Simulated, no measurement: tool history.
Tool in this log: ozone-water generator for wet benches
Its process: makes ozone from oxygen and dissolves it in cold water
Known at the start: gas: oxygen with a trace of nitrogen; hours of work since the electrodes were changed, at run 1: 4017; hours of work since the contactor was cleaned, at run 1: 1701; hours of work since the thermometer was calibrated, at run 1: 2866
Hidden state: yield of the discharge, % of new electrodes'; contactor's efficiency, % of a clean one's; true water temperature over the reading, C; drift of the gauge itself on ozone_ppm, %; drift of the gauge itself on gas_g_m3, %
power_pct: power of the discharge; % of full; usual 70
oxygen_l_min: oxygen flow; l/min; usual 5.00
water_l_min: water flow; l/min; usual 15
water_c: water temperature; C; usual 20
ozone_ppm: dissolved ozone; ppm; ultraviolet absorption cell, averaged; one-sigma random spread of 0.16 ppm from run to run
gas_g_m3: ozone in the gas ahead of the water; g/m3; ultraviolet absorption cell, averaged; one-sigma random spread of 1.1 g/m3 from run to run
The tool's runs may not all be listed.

| run | hour | power_pct | oxygen_l_min | water_l_min | water_c | hours of work since the electrodes were changed | hours of work since the contactor was cleaned | hours of work since the thermometer was calibrated | ozone_ppm | gas_g_m3 |
|---|---|---|---|---|---|---|---|---|---|---|
| 1 | 0.0 | 70 | 5.00 | 15 | 20 | 4017 | 1701 | 2866 | 18.2 | 174.3 |
| 2 | 91.4 | 70 | 3.50 | 15 | 20 | 4106 | 1790 | 2955 | 18.9 | 217.8 |
| 3 | 232.0 | 70 | 5.00 | 15 | 20 | 4243 | 1927 | 3092 | 17.7 | 173.6 |
| 4 | 341.9 | 70 | 5.00 | 15 | 20 | 4350 | 2034 | 3199 | 18.1 | 173.0 |
| 5 | 439.0 | 70 | 5.00 | 15 | 20 | 4445 | 2128 | 3294 | 17.8 | 172.7 |
| 6 | 565.1 | 70 | 5.00 | 15 | 20 | 4568 | 2251 | 3417 | 17.7 | 172.7 |
|  | 591.7 | water thermometer calibrated |
| 7 | 689.3 | 70 | 5.00 | 15 | 20 | 4688 | 2372 | 95 | 17.6 | 171.9 |
| 8 | 812.2 | 70 | 5.00 | 15 | 20 | 4808 | 2491 | 215 | 18.0 | 170.9 |
| 9 | 991.0 | 89 | 7.00 | 15 | 17 | 4982 | 2666 | 389 | 19.9 | 157.0 |
| 10 | 1075.3 | 70 | 6.32 | 15 | 28 | 5064 | 2748 | 471 | 14.6 | 147.2 |
| 11 | 1181.6 | 98 | 5.00 | 10 | 20 | 5168 | 2851 | 575 | 26.4 | 203.3 |
| 12 | 1374.2 | 50 | 5.00 | 12 | 21 | 5355 | 3039 | 762 | 16.1 | 140.4 |
| 13 | 1470.2 | 75 | 4.16 | 12 | 15 | 5449 | 3132 | 856 | 23.1 | 194.5 |
| 14 | 1602.6 | 51 | 5.00 | 15 | 20 | 5578 | 3261 | 985 | 14.1 | 141.8 |
| 15 | 1720.2 | 51 | 5.00 | 15 | 20 | 5692 | 3376 | 1099 | 14.2 | 140.5 |

Hidden state or all else? Some run-to-run changes of ozone_ppm, split into what the settings, what came in and random variation would give without the hidden state, and what is left for the hidden state (with any gauge scatter that isn't in both results):
Run 10 -> 11: power_pct 70 -> 98, oxygen_l_min 6.32 -> 5.00, water_l_min 15 -> 10, water_c 28 -> 20. ozone_ppm +11.8 ppm: hidden state -3.0, all else +14.8.
